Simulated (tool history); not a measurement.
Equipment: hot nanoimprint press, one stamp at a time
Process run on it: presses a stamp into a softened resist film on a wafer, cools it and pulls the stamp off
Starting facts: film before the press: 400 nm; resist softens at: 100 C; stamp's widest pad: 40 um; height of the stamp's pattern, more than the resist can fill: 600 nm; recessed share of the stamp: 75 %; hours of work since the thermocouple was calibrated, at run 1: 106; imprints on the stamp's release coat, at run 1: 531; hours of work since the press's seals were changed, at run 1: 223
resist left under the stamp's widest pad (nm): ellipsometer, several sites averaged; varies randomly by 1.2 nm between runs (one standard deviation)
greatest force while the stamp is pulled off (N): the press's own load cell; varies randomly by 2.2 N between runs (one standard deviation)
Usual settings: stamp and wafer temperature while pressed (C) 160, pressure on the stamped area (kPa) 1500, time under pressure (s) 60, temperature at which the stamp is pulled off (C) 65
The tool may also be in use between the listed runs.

run    hour  stamp and wafer temperature while pressed (C)  pressure on the stamped area (kPa)  time under pressure (s)  temperature at which the stamp is pulled off (C)  hours of work since the thermocouple was calibrated  imprints on the stamp's release coat  hours of work since the press's seals were changed  resist left under the stamp's widest pad (nm)  greatest force while the stamp is pulled off (N)
  1       0                                            160                                1500                       60                                                65                                                  106                                   531                                                 223                                          213.3                                               107
  2    50.4                                            160                                1500                       60                                                65                                                  134                                   752                                                 251                                            213                                               106
  3   129.9                                            160                                2310                       60                                                65                                                  177                                  1102                                                 295                                          176.8                                               118
      169.6  -- stamp cleaned and given a new release coat
  4   222.9                                            160                                2310                       60                                                65                                                  225                                   235                                                 343                                          179.4                                               100
  5   290.3                                            160                                2310                       60                                                65                                                  263                                   531                                                 380                                          179.2                                               103
  6   329.3                                            160                                1500                       60                                                65                                                  284                                   703                                                 401                                          217.8                                               108
  7   389.5                                            160                                1500                       60                                                65                                                  317                                   968                                                 435                                          218.4                                               113
  8     432                                            160                                1500                       60                                                65                                                  341                                  1155                                                 458                                            220                                               116
      454.1  -- plate thermocouple calibrated
      467.8  -- stamp cleaned and given a new release coat
  9   529.4                                            160                                1500                       45                                                65                                                   38                                   271                                                 507                                          231.6                                                99
 10   585.8                                            160                                1500                       45                                                65                                                   69                                   519                                                 538                                          230.1                                               104
      607.1  -- press's hydraulic seals changed and the load cell set to zero
 11   682.6                                            160                                1500                       45                                                65                                                  118                                   909                                                  42                                          233.1                                               111
      771.5  -- stamp cleaned and given a new release coat
 12   771.5                                            160                                1500                       45                                                65                                                  164                                     0                                                  87                                            234                                                99
 13   862.7                                            160                                1500                       45                                                65                                                  215                                   401                                                 138                                          235.2                                               104
 14   903.4                                            152                                1500                       60                                                65                                                  237                                   580                                                 160                                          272.5                                               104
 15   940.6                                            152                                1500                       60                                                65                                                  258                                   744                                                 181                                          272.3                                               109
 16     988                                            160                                2350                       60                                                65                                                  284                                   953                                                 207                                            178                                               115
 17    1036                                            155                                2350                       60                                                65                                                  310                                  1164                                                 234                                          213.4                                               116
     1061.5  -- stamp cleaned and given a new release coat
     1121.9  -- plate thermocouple calibrated
 18  1130.1                                            164                                1500                       70                                                65                                                    5                                   289                                                 280                                          173.5                                                99
 19  1168.1                                            166                                1500                       71                                                65                                                   26                                   456                                                 302                                          164.6                                               103
 20  1218.4                                            171                                1420                       53                                                73                                                   53                                   678                                                 329                                          162.3                                                95
 21  1295.1                                            160                                 920                       40                                                61                                                   96                                  1015                                                 372                                          287.7                                               119
     1354.4  -- stamp cleaned and given a new release coat
 22    1389                                            160                                1500                       54                                                56                                                  144                                   152                                                 420                                          221.9                                               111
 23  1473.7                                            160                                1500                       54                                                56                                                  191                                   524                                                 467                                            224                                               117
 24  1541.1                                            160                                1500                       54                                                56                                                  228                                   821                                                 504                                          224.5                                               118
 25  1606.9                                            160                                1500                       54                                                56                                                  264                                  1110                                                 540                                          225.1                                               125
     1621.9  -- press's hydraulic seals changed and the load cell set to zero
     1653.4  -- stamp cleaned and given a new release coat
 26  1708.5                                            160                                1500                       54                                                56                                                  313                                   243                                                  44                                            226                                               113
     1781.6  -- plate thermocouple calibrated
 27  1782.9                                            160                                1500                       91                                                56                                                    1                                   557                                                  84                                          179.3                                               112
 28  1828.1                                            160                                2230                      116                                                72                                                   26                                   756                                                 109                                          134.6                                                99
 29  1871.4                                            160                                2230                      116                                                72                                                   50                                   946                                                 133                                          135.8                                               107

Each row is a separate what-if for the run after 29, all from the same tool condition, not one after another. Results?
       1951  -- stamp cleaned and given a new release coat
  A  1956.9                                            160                                1500                       60                                                72                                                   93                                    26                                                 177                                              ?                                                 ?
       1951  -- stamp cleaned and given a new release coat
  B  1956.9                                            164                                2230                       36                                                72                                                   93                                    26                                                 177                                              ?                                                 ?
       1951  -- stamp cleaned and given a new release coat
  C  1956.9                                            153                                2230                      116                                                68                                                   93                                    26                                                 177                                              ?                                                 ?

run  resist left under the stamp's widest pad (nm)  greatest force while the stamp is pulled off (N)
  A                                          211.2                                                90
  B                                            187                                                89
  C                                          178.2                                                90
Stripped of hidden state, with their random variation kept, the same runs would have yielded:
run  resist left under the stamp's widest pad (nm)  greatest force while the stamp is pulled off (N)
  A                                          208.9                                                89
  B                                          184.9                                                89
  C                                          175.7                                                89
